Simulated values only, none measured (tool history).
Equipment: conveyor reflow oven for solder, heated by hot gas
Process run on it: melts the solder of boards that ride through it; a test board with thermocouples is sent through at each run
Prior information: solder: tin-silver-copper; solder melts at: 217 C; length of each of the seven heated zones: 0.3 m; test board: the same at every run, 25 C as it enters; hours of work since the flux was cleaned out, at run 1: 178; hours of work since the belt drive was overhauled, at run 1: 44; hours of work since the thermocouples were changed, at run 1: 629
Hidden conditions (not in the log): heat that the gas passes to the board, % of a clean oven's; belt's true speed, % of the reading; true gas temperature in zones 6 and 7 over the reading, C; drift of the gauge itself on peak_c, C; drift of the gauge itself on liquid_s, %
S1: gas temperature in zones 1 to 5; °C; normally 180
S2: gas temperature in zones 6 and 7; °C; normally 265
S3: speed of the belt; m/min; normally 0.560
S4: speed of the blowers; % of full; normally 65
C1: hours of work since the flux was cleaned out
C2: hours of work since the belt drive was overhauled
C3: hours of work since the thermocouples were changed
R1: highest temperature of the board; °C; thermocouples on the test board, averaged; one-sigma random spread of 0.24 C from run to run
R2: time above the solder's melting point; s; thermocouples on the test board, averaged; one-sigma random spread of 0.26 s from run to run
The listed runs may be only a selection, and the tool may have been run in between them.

run 1 day=0.000 | S1=180 S2=265 S3=0.560 S4=65 | C1=178 C2=44 C3=629 | R1=252.1 R2=50.5
run 2 day=0.425 | S1=180 S2=256 S3=0.560 S4=65 | C1=183 C2=49 C3=634 | R1=244.1 R2=45.4
run 3 day=0.667 | S1=180 S2=259 S3=0.560 S4=65 | C1=186 C2=52 C3=637 | R1=246.9 R2=47.3
run 4 day=1.154 | S1=180 S2=259 S3=0.560 S4=65 | C1=192 C2=57 C3=643 | R1=247.1 R2=47.5
run 5 day=1.592 | S1=182 S2=259 S3=0.560 S4=65 | C1=197 C2=63 C3=648 | R1=247.4 R2=48.0
run 6 day=1.979 | S1=182 S2=259 S3=0.560 S4=65 | C1=202 C2=67 C3=652 | R1=247.6 R2=48.0
run 7 day=2.221 | S1=182 S2=259 S3=0.560 S4=65 | C1=205 C2=70 C3=655 | R1=247.4 R2=48.4
run 8 day=2.642 | S1=171 S2=259 S3=0.560 S4=65 | C1=210 C2=75 C3=660 | R1=245.9 R2=43.3
run 9 day=2.912 | S1=171 S2=259 S3=0.560 S4=65 | C1=213 C2=78 C3=664 | R1=245.6 R2=43.2
run 10 day=3.400 | S1=171 S2=259 S3=0.560 S4=65 | C1=219 C2=84 C3=669 | R1=245.4 R2=43.2
run 11 day=3.854 | S1=180 S2=265 S3=0.560 S4=65 | C1=224 C2=90 C3=675 | R1=252.3 R2=50.5
run 12 day=4.258 | S1=180 S2=265 S3=0.560 S4=65 | C1=229 C2=94 C3=680 | R1=252.2 R2=50.8
run 13 day=4.692 | S1=180 S2=265 S3=0.560 S4=65 | C1=234 C2=100 C3=685 | R1=252.6 R2=50.1
run 14 day=5.192 | S1=180 S2=265 S3=0.560 S4=56 | C1=240 C2=106 C3=691 | R1=250.9 R2=48.6
run 15 day=5.471 | S1=180 S2=265 S3=0.560 S4=56 | C1=243 C2=109 C3=694 | R1=250.6 R2=48.8
-- day=5.921 flux residue cleaned out of gas plates and filters
run 16 day=6.138 | S1=180 S2=265 S3=0.560 S4=56 | C1=3 C2=114 C3=700 | R1=250.3 R2=48.6
run 17 day=6.575 | S1=180 S2=265 S3=0.560 S4=68 | C1=8 C2=120 C3=705 | R1=253.0 R2=50.9
run 18 day=7.038 | S1=188 S2=265 S3=0.630 S4=65 | C1=13 C2=125 C3=710 | R1=250.5 R2=46.0
run 19 day=7.533 | S1=188 S2=265 S3=0.630 S4=63 | C1=19 C2=131 C3=716 | R1=250.1 R2=45.6
run 20 day=7.992 | S1=169 S2=265 S3=0.630 S4=63 | C1=25 C2=136 C3=722 | R1=246.6 R2=38.0
run 21 day=8.467 | S1=180 S2=274 S3=0.560 S4=65 | C1=30 C2=142 C3=727 | R1=260.7 R2=54.7
run 22 day=8.775 | S1=180 S2=274 S3=0.560 S4=65 | C1=34 C2=146 C3=731 | R1=260.2 R2=54.2
run 23 day=9.138 | S1=180 S2=278 S3=0.461 S4=63 | C1=38 C2=150 C3=735 | R1=269.1 R2=71.0
run 24 day=9.583 | S1=180 S2=278 S3=0.461 S4=63 | C1=44 C2=155 C3=741 | R1=269.1 R2=71.2
run 25 day=9.850 | S1=180 S2=278 S3=0.461 S4=63 | C1=47 C2=159 C3=744 | R1=268.8 R2=70.5
run 26 day=10.050 | S1=180 S2=278 S3=0.461 S4=63 | C1=49 C2=161 C3=746 | R1=268.5 R2=70.4
run 27 day=10.529 | S1=187 S2=276 S3=0.456 S4=63 | C1=55 C2=167 C3=752 | R1=267.8 R2=74.5
run 28 day=10.921 | S1=187 S2=276 S3=0.456 S4=63 | C1=60 C2=171 C3=757 | R1=267.4 R2=73.4
run 29 day=11.329 | S1=193 S2=276 S3=0.456 S4=59 | C1=65 C2=176 C3=761 | R1=267.6 R2=75.8
run 30 day=11.671 | S1=190 S2=276 S3=0.590 S4=59 | C1=69 C2=180 C3=766 | R1=260.9 R2=54.2
run 31 day=12.079 | S1=180 S2=265 S3=0.560 S4=75 | C1=73 C2=185 C3=770 | R1=253.8 R2=52.2

Describe how what the log doesn't record of the tool's condition differs between the last listed run preceding each entry between runs and the first listed run following it.
Runs 15 to 16: flux residue cleaned out of gas plates and filters (day 5.921)
  heat that the gas passes to the board, % of a clean oven's: 99.2 -> 99.9; true gas temperature in zones 6 and 7 over the reading, C: 0.07 -> 0.08
